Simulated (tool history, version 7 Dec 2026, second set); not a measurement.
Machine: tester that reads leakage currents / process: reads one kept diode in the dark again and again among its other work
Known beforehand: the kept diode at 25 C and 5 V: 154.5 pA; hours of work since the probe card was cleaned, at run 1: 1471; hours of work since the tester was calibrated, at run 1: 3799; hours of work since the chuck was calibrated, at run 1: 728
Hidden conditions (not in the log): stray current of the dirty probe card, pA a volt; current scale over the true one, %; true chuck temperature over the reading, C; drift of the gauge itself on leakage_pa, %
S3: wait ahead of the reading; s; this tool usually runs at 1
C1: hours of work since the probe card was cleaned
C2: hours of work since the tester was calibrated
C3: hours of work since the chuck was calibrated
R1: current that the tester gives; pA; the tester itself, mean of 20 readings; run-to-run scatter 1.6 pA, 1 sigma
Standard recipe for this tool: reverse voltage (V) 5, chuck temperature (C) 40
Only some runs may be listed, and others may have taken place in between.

run 1 day=0 | reverse_voltage_(V)=5 chuck_temperature_(C)=40 S3=1 | C1=1471 C2=3799 C3=728 | R1=587.75
run 2 day=5.383 | reverse_voltage_(V)=5 chuck_temperature_(C)=40 S3=1 | C1=1573 C2=3901 C3=830 | R1=594.23
run 3 day=11.746 | reverse_voltage_(V)=5 chuck_temperature_(C)=40 S3=1 | C1=1693 C2=4022 C3=951 | R1=604.76
-- day=17.558 chuck's temperature calibrated
run 4 day=21.704 | reverse_voltage_(V)=5 chuck_temperature_(C)=40 S3=1 | C1=1881 C2=4209 C3=79 | R1=644.62
run 5 day=28.2 | reverse_voltage_(V)=5 chuck_temperature_(C)=40 S3=1 | C1=2004 C2=4332 C3=202 | R1=651.73
run 6 day=35.404 | reverse_voltage_(V)=5 chuck_temperature_(C)=40 S3=1 | C1=2140 C2=4469 C3=338 | R1=663.03
run 7 day=44.933 | reverse_voltage_(V)=5 chuck_temperature_(C)=40 S3=1 | C1=2321 C2=4649 C3=519 | R1=675.63
run 8 day=50.121 | reverse_voltage_(V)=1.11 chuck_temperature_(C)=40 S3=1 | C1=2419 C2=4748 C3=617 | R1=356.3
run 9 day=57.262 | reverse_voltage_(V)=5 chuck_temperature_(C)=40 S3=1 | C1=2555 C2=4883 C3=753 | R1=693.66
run 10 day=63.521 | reverse_voltage_(V)=5 chuck_temperature_(C)=40 S3=1 | C1=2673 C2=5002 C3=871 | R1=700.27
-- day=73.7 chuck's temperature calibrated
run 11 day=73.983 | reverse_voltage_(V)=5 chuck_temperature_(C)=40 S3=1 | C1=2870 C2=5198 C3=5 | R1=545.43
run 12 day=82.175 | reverse_voltage_(V)=5 chuck_temperature_(C)=40 S3=1 | C1=3026 C2=5354 C3=161 | R1=553.27
-- day=88.533 tester calibrated
-- day=89.412 chuck's temperature calibrated, once more
run 13 day=89.412 | reverse_voltage_(V)=5 chuck_temperature_(C)=37 S3=1 | C1=3160 C2=15 C3=0 | R1=432.68
run 14 day=96.933 | reverse_voltage_(V)=5 chuck_temperature_(C)=40 S3=1 | C1=3302 C2=158 C3=143 | R1=553.66
run 15 day=104.879 | reverse_voltage_(V)=5 chuck_temperature_(C)=40 S3=1 | C1=3453 C2=308 C3=293 | R1=566.2
run 16 day=114.312 | reverse_voltage_(V)=3.55 chuck_temperature_(C)=52 S3=0.48 | C1=3632 C2=487 C3=472 | R1=1220.51
run 17 day=126.138 | reverse_voltage_(V)=3.55 chuck_temperature_(C)=52 S3=0.48 | C1=3856 C2=711 C3=696 | R1=1250.21
-- day=128.729 probe card cleaned and baked
run 18 day=134.029 | reverse_voltage_(V)=8.33 chuck_temperature_(C)=52 S3=1 | C1=100 C2=859 C3=843 | R1=1811.68
run 19 day=144.596 | reverse_voltage_(V)=4.22 chuck_temperature_(C)=40 S3=8.44 | C1=301 C2=1059 C3=1044 | R1=555.07
-- day=145.171 chuck's temperature calibrated
run 20 day=155.342 | reverse_voltage_(V)=9.11 chuck_temperature_(C)=40 S3=0.57 | C1=503 C2=1261 C3=193 | R1=716.49
run 21 day=162.633 | reverse_voltage_(V)=9.11 chuck_temperature_(C)=40 S3=0.57 | C1=641 C2=1399 C3=331 | R1=726.01
run 22 day=173.721 | reverse_voltage_(V)=12.47 chuck_temperature_(C)=43 S3=9.53 | C1=851 C2=1609 C3=541 | R1=1064.52
run 23 day=182.404 | reverse_voltage_(V)=12.47 chuck_temperature_(C)=43 S3=9.53 | C1=1016 C2=1774 C3=706 | R1=1087.28
run 24 day=189.796 | reverse_voltage_(V)=8.41 chuck_temperature_(C)=43 S3=0.44 | C1=1156 C2=1914 C3=846 | R1=936.36
-- day=201.196 chuck's temperature calibrated
run 25 day=201.196 | reverse_voltage_(V)=3.31 chuck_temperature_(C)=25 S3=0.44 | C1=1371 C2=2129 C3=0 | R1=136.31
run 26 day=212.508 | reverse_voltage_(V)=5 chuck_temperature_(C)=40 S3=0.97 | C1=1585 C2=2343 C3=214 | R1=563.89
run 27 day=224.738 | reverse_voltage_(V)=1.44 chuck_temperature_(C)=24 S3=1.22 | C1=1817 C2=2575 C3=446 | R1=90.87
run 28 day=235.521 | reverse_voltage_(V)=6.65 chuck_temperature_(C)=29 S3=3.02 | C1=2021 C2=2779 C3=651 | R1=279.06
run 29 day=241.175 | reverse_voltage_(V)=6.65 chuck_temperature_(C)=53 S3=1.42 | C1=2129 C2=2887 C3=758 | R1=1787.75
run 30 day=251.871 | reverse_voltage_(V)=6.65 chuck_temperature_(C)=53 S3=1.42 | C1=2331 C2=3089 C3=961 | R1=1819.85

What differs in the tool's unlogged condition from the final listed run ahead of each entry between runs to the first listed run following it?
Run 3 -> run 4: chuck's temperature calibrated (day 17.558)
  stray current of the dirty probe card, pA a volt: 1.291 -> 1.43; current scale over the true one, %: -0.67 -> -0.7; true chuck temperature over the reading, C: 1.36 -> 2.19
  measured value less the no-hidden-state value, R1: +63.34 -> +104.04 pA
Run 10 -> run 11: chuck's temperature calibrated (day 73.7)
  stray current of the dirty probe card, pA a volt: 2.04 -> 2.189; current scale over the true one, %: -0.82 -> -0.85; true chuck temperature over the reading, C: 3.23 -> -0.03
  measured value less the no-hidden-state value, R1: +160.06 -> +4.85 pA
Run 12 -> run 13: tester calibrated (day 88.533); chuck's temperature calibrated, once more (day 89.412)
  stray current of the dirty probe card, pA a volt: 2.305 -> 2.409; current scale over the true one, %: -0.87 -> 0.05; true chuck temperature over the reading, C: 0.17 -> -0.11
  measured value less the no-hidden-state value, R1: +13.97 -> +8.34 pA
Run 17 -> run 18: probe card cleaned and baked (day 128.729)
  stray current of the dirty probe card, pA a volt: 2.925 -> 0.102; current scale over the true one, %: -0.06 -> -0.08; true chuck temperature over the reading, C: 0.86 -> 1.06
  measured value less the no-hidden-state value, R1: +85.49 -> +135.05 pA
Run 19 -> run 20: chuck's temperature calibrated (day 145.171)
  stray current of the dirty probe card, pA a volt: 0.245 -> 0.4; current scale over the true one, %: -0.11 -> -0.14; true chuck temperature over the reading, C: 1.32 -> 0.19
  measured value less the no-hidden-state value, R1: +55.03 -> +13.22 pA
Run 24 -> run 25: chuck's temperature calibrated (day 201.196)
  stray current of the dirty probe card, pA a volt: 0.904 -> 1.06; current scale over the true one, %: -0.24 -> -0.27; true chuck temperature over the reading, C: 1.05 -> 0.2
  measured value less the no-hidden-state value, R1: +77.34 -> +5.37 pA

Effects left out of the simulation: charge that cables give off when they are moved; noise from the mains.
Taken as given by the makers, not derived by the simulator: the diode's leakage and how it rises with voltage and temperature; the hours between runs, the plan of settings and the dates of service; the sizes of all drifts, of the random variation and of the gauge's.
